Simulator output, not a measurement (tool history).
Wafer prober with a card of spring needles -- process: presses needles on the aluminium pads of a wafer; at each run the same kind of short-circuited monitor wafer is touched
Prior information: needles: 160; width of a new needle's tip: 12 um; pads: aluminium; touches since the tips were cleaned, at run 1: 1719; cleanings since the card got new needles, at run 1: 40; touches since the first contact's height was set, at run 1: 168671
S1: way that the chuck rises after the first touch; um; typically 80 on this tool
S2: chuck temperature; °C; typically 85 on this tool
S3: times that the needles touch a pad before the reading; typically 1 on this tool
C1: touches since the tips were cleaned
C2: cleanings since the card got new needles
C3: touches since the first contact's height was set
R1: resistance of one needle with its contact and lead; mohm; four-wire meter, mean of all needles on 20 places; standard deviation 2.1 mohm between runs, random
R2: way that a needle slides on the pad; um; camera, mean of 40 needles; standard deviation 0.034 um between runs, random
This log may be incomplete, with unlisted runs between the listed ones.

run 1 hour=0.0 | S1=80 S2=85 S3=1 | C1=1719 C2=40 C3=168671 | R1=238 R2=15.82
-- hour=25.4 tips cleaned on abrasive film
run 2 hour=34.5 | S1=80 S2=85 S3=1 | C1=2122 C2=41 C3=176697 | R1=245 R2=15.69
-- hour=59.4 tips cleaned on abrasive film
run 3 hour=59.6 | S1=80 S2=107 S3=1 | C1=54 C2=42 C3=182534 | R1=234 R2=15.66
-- hour=82.5 height of the first contact set anew
-- hour=93.1 tips cleaned on abrasive film
run 4 hour=99.3 | S1=80 S2=107 S3=1 | C1=1454 C2=43 C3=3907 | R1=240 R2=15.94
-- hour=126.1 tips cleaned on abrasive film
run 5 hour=129.0 | S1=80 S2=107 S3=1 | C1=692 C2=44 C3=10818 | R1=245 R2=15.97
-- hour=160.3 tips cleaned on abrasive film
run 6 hour=161.6 | S1=80 S2=85 S3=1 | C1=297 C2=45 C3=18393 | R1=231 R2=15.98
-- hour=183.8 tips cleaned on abrasive film, once more
run 7 hour=192.0 | S1=80 S2=85 S3=1 | C1=1930 C2=46 C3=25478 | R1=237 R2=15.90
-- hour=217.8 tips cleaned on abrasive film
run 8 hour=229.7 | S1=80 S2=85 S3=1 | C1=2787 C2=47 C3=34251 | R1=236 R2=15.95
-- hour=251.9 tips cleaned on abrasive film
run 9 hour=259.8 | S1=80 S2=85 S3=1 | C1=1851 C2=48 C3=41255 | R1=234 R2=15.89
-- hour=284.5 tips cleaned on abrasive film
run 10 hour=284.5 | S1=65 S2=85 S3=1 | C1=0 C2=49 C3=47006 | R1=232 R2=12.86
run 11 hour=303.4 | S1=65 S2=85 S3=1 | C1=4398 C2=49 C3=51404 | R1=240 R2=12.88
-- hour=317.7 tips cleaned on abrasive film
run 12 hour=341.6 | S1=86 S2=85 S3=1 | C1=5584 C2=50 C3=60310 | R1=242 R2=17.09
-- hour=351.0 tips cleaned on abrasive film
run 13 hour=359.0 | S1=86 S2=85 S3=1 | C1=1870 C2=51 C3=64334 | R1=238 R2=17.09
-- hour=383.6 tips cleaned on abrasive film
run 14 hour=392.1 | S1=61 S2=85 S3=1 | C1=1966 C2=52 C3=72035 | R1=237 R2=12.08
-- hour=417.9 tips cleaned on abrasive film
run 15 hour=418.2 | S1=80 S2=85 S3=2 | C1=63 C2=53 C3=78114 | R1=229 R2=15.82
-- hour=452.3 tips cleaned on abrasive film
run 16 hour=454.5 | S1=80 S2=85 S3=2 | C1=530 C2=54 C3=86570 | R1=230 R2=15.91
run 17 hour=476.2 | S1=80 S2=85 S3=1 | C1=5593 C2=54 C3=91633 | R1=241 R2=15.82
-- hour=486.0 tips cleaned on abrasive film
run 18 hour=500.4 | S1=96 S2=38 S3=2 | C1=3363 C2=55 C3=97264 | R1=224 R2=19.03
-- hour=520.0 tips cleaned on abrasive film
run 19 hour=539.4 | S1=89 S2=36 S3=2 | C1=4524 C2=56 C3=106343 | R1=221 R2=17.61
-- hour=555.1 tips cleaned on abrasive film
run 20 hour=567.2 | S1=62 S2=35 S3=1 | C1=2823 C2=57 C3=112807 | R1=225 R2=12.19
-- hour=590.4 tips cleaned on abrasive film
run 21 hour=593.2 | S1=62 S2=35 S3=1 | C1=660 C2=58 C3=118851 | R1=221 R2=12.20
-- hour=624.9 tips cleaned on abrasive film
run 22 hour=624.9 | S1=62 S2=35 S3=1 | C1=0 C2=59 C3=126229 | R1=217 R2=12.17
run 23 hour=645.0 | S1=73 S2=53 S3=2 | C1=4698 C2=59 C3=130927 | R1=228 R2=14.38
-- hour=658.8 tips cleaned on abrasive film
run 24 hour=672.2 | S1=95 S2=85 S3=2 | C1=3141 C2=60 C3=137249 | R1=237 R2=18.76
-- hour=691.5 tips cleaned on abrasive film
run 25 hour=704.1 | S1=79 S2=74 S3=2 | C1=2928 C2=61 C3=144658 | R1=233 R2=15.57
-- hour=725.4 tips cleaned on abrasive film
run 26 hour=735.3 | S1=68 S2=33 S3=3 | C1=2319 C2=62 C3=151931 | R1=219 R2=13.38
-- hour=759.7 tips cleaned on abrasive film
run 27 hour=765.9 | S1=85 S2=79 S3=1 | C1=1446 C2=63 C3=159049 | R1=237 R2=16.76
run 28 hour=782.3 | S1=62 S2=64 S3=1 | C1=5273 C2=63 C3=162876 | R1=235 R2=12.18
-- hour=793.2 tips cleaned on abrasive film
run 29 hour=817.4 | S1=62 S2=64 S3=1 | C1=5654 C2=64 C3=171052 | R1=234 R2=12.12
-- hour=827.3 tips cleaned on abrasive film
run 30 hour=838.8 | S1=80 S2=30 S3=2 | C1=2682 C2=65 C3=176018 | R1=221 R2=15.74
-- hour=861.0 tips cleaned on abrasive film
run 31 hour=877.1 | S1=80 S2=49 S3=1 | C1=3764 C2=66 C3=184946 | R1=228 R2=15.72
-- hour=890.2 height of the first contact set anew
-- hour=895.9 tips cleaned on abrasive film
run 32 hour=897.0 | S1=65 S2=72 S3=3 | C1=258 C2=67 C3=1559 | R1=229 R2=12.97
-- hour=929.3 tips cleaned on abrasive film
run 33 hour=934.7 | S1=65 S2=72 S3=3 | C1=1276 C2=68 C3=10343 | R1=230 R2=12.98

What would each run have given without the hidden state, its run-to-run variation left as it was?
Hidden state at play: debris on the tips, nm; way that the needles fall short of the set height, um; tips' diameter, um; drift of the gauge itself on contact_mohm, %; drift of the gauge itself on scrub_um, %.
run=1 R1=233 R2=16.02
run=2 R1=228 R2=15.95
run=3 R1=233 R2=15.93
run=4 R1=236 R2=15.95
run=5 R1=241 R2=16.00
run=6 R1=229 R2=16.01
run=7 R1=232 R2=15.93
run=8 R1=230 R2=16.00
run=9 R1=230 R2=15.95
run=10 R1=231 R2=12.92
run=11 R1=230 R2=12.95
run=12 R1=232 R2=17.16
run=13 R1=233 R2=17.17
run=14 R1=231 R2=12.17
run=15 R1=229 R2=15.93
run=16 R1=229 R2=16.03
run=17 R1=231 R2=15.93
run=18 R1=220 R2=19.16
run=19 R1=216 R2=17.75
run=20 R1=217 R2=12.33
run=21 R1=217 R2=12.37
run=22 R1=217 R2=12.35
run=23 R1=223 R2=14.56
run=24 R1=233 R2=18.94
run=25 R1=229 R2=15.76
run=26 R1=217 R2=13.58
run=27 R1=233 R2=16.97
run=28 R1=223 R2=12.39
run=29 R1=223 R2=12.34
run=30 R1=217 R2=15.97
run=31 R1=219 R2=15.96
run=32 R1=229 R2=12.98
run=33 R1=229 R2=13.00
